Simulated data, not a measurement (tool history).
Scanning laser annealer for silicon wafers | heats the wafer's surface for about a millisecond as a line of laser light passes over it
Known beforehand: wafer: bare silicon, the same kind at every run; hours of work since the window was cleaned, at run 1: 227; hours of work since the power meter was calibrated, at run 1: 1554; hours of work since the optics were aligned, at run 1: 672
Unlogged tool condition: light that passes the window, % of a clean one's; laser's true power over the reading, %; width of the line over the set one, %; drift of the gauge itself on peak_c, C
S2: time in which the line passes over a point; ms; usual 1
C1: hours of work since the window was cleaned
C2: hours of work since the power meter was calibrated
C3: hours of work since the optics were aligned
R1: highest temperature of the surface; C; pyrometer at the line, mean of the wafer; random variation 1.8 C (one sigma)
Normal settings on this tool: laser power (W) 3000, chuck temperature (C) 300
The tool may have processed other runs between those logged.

Run 1, hour 0: usual settings; C1 227; C2 1554; C3 672. Result: R1 1007 C.
Run 2, hour 58.4: usual settings but chuck temperature (C) 329; C1 272; C2 1599; C3 717. Result: R1 1035 C.
Run 3, hour 133.3: usual settings but chuck temperature (C) 329; C1 330; C2 1657; C3 775. Result: R1 1037 C.
At hour 140: window over the wafer cleaned.
Run 4, hour 203.7: usual settings but chuck temperature (C) 329; C1 49; C2 1710; C3 828. Result: R1 1035 C.
At hour 216.1: optics aligned, line set to its width.
Run 5, hour 246.8: usual settings but chuck temperature (C) 329; C1 79; C2 1739; C3 24. Result: R1 1035 C.
Run 6, hour 304.6: usual settings but laser power (W) 2862; C1 124; C2 1784; C3 69. Result: R1 974 C.
Run 7, hour 376.2: usual settings but laser power (W) 2862; C1 179; C2 1839; C3 124. Result: R1 976 C.
Run 8, hour 426.6: usual settings but S2 1.13 ms; C1 218; C2 1878; C3 163. Result: R1 1055 C.
Run 9, hour 462.5: usual settings but S2 1.13 ms; C1 246; C2 1906; C3 191. Result: R1 1057 C.
Run 10, hour 527.2: usual settings; C1 296; C2 1956; C3 241. Result: R1 1007 C.
At hour 576.2: window over the wafer cleaned.
Run 11, hour 586.7: usual settings; C1 8; C2 2001; C3 285. Result: R1 1008 C.
Run 12, hour 650.4: usual settings but laser power (W) 2645; C1 57; C2 2050; C3 335. Result: R1 922 C.
Run 13, hour 719.3: usual settings but laser power (W) 2645; C1 111; C2 2103; C3 388. Result: R1 921 C.
Run 14, hour 789.8: usual settings but laser power (W) 2645; C1 165; C2 2158; C3 443. Result: R1 922 C.
Run 15, hour 856.1: usual settings but laser power (W) 2645; C1 217; C2 2209; C3 494. Result: R1 924 C.
Run 16, hour 909.4: usual settings but laser power (W) 2645; C1 258; C2 2251; C3 535. Result: R1 923 C.
Run 17, hour 979.4: usual settings but S2 0.76 ms; C1 312; C2 2305; C3 589. Result: R1 900 C.
At hour 1007.5: window over the wafer cleaned.
Run 18, hour 1060.8: usual settings but S2 0.97 ms; C1 41; C2 2366; C3 651. Result: R1 995 C.
Run 19, hour 1142: usual settings; C1 104; C2 2429; C3 713. Result: R1 1005 C.
Run 20, hour 1192.5: usual settings; C1 143; C2 2468; C3 753. Result: R1 1008 C.
Run 21, hour 1232.4: usual settings; C1 174; C2 2499; C3 783. Result: R1 1008 C.
Run 22, hour 1273.5: usual settings but chuck temperature (C) 340; C1 206; C2 2531; C3 815. Result: R1 1045 C.
At hour 1297.1: optics aligned, line set to its width.
Run 23, hour 1337.7: usual settings but chuck temperature (C) 340; C1 252; C2 2577; C3 31. Result: R1 1047 C.
Run 24, hour 1414.2: usual settings but S2 0.85 ms, chuck temperature (C) 326; C1 311; C2 2636; C3 91. Result: R1 971 C.
At hour 1446.7: window over the wafer cleaned.
Run 25, hour 1473.4: usual settings but laser power (W) 2859, S2 1.12 ms, chuck temperature (C) 266; C1 21; C2 2680; C3 135. Result: R1 987 C.
Run 26, hour 1543: usual settings but laser power (W) 2859, S2 1.12 ms, chuck temperature (C) 266; C1 74; C2 2734; C3 189. Result: R1 985 C.
Run 27, hour 1614.3: usual settings but laser power (W) 2859, S2 1.12 ms, chuck temperature (C) 266; C1 130; C2 2789; C3 244. Result: R1 988 C.
Run 28, hour 1695.4: usual settings but laser power (W) 2885, S2 1.2 ms, chuck temperature (C) 299; C1 192; C2 2852; C3 307. Result: R1 1057 C.
Run 29, hour 1751.1: usual settings but laser power (W) 2885, S2 1.2 ms, chuck temperature (C) 299; C1 236; C2 2895; C3 350. Result: R1 1056 C.
Run 30, hour 1808.9: usual settings but laser power (W) 2885, S2 1.04 ms, chuck temperature (C) 312; C1 280; C2 2940; C3 395. Result: R1 1008 C.
Run 31, hour 1867.5: usual settings but laser power (W) 2625, S2 0.84 ms, chuck temperature (C) 299; C1 326; C2 2985; C3 440. Result: R1 857 C.
At hour 1882.2: window over the wafer cleaned.
Run 32, hour 1916.2: usual settings but laser power (W) 2599, S2 0.7 ms; C1 26; C2 3021; C3 476. Result: R1 797 C.
Run 33, hour 1951.6: usual settings but laser power (W) 2566, S2 0.84 ms, chuck temperature (C) 272; C1 54; C2 3049; C3 503. Result: R1 819 C.
Run 34, hour 1989.4: usual settings but laser power (W) 2566, S2 0.84 ms, chuck temperature (C) 272; C1 83; C2 3078; C3 533. Result: R1 815 C.
Run 35, hour 2028: usual settings but laser power (W) 2566, S2 0.84 ms, chuck temperature (C) 295; C1 113; C2 3108; C3 563. Result: R1 840 C.
Run 36, hour 2061.4: usual settings but laser power (W) 3118, S2 0.84 ms, chuck temperature (C) 295; C1 139; C2 3134; C3 588. Result: R1 960 C.
Run 37, hour 2120.5: usual settings but laser power (W) 2939, S2 0.94 ms, chuck temperature (C) 263; C1 184; C2 3179; C3 634. Result: R1 932 C.
Run 38, hour 2199.1: usual settings but laser power (W) 3267, S2 1.04 ms; C1 245; C2 3240; C3 695. Result: R1 1091 C.
Run 39, hour 2272.5: usual settings but laser power (W) 2844, S2 0.85 ms; C1 302; C2 3297; C3 752. Result: R1 909 C.
At hour 2313.6: window over the wafer cleaned.
Run 40, hour 2324.3: usual settings but laser power (W) 3149, S2 0.91 ms, chuck temperature (C) 326; C1 8; C2 3335; C3 790. Result: R1 1029 C.

Predict each of these 3 candidate next runs independently; none follows another, all start after run 40:
At hour 2384.1: optics aligned, line set to its width.
Run A, hour 2407.7: usual settings but laser power (W) 2735; C1 69; C2 3396; C3 18. Result: R1 ?.
At hour 2384.1: optics aligned, line set to its width.
Run B, hour 2407.7: usual settings but laser power (W) 3087, chuck temperature (C) 274; C1 69; C2 3396; C3 18. Result: R1 ?.
At hour 2384.1: optics aligned, line set to its width.
Run C, hour 2407.7: usual settings but laser power (W) 2550, S2 1.18 ms, chuck temperature (C) 335; C1 69; C2 3396; C3 18. Result: R1 ?.

run    R1
  A   943
  B  1000
  C   999
With no hidden state in the tool, these same runs would have given:
run    R1
  A   943
  B  1000
  C  1000

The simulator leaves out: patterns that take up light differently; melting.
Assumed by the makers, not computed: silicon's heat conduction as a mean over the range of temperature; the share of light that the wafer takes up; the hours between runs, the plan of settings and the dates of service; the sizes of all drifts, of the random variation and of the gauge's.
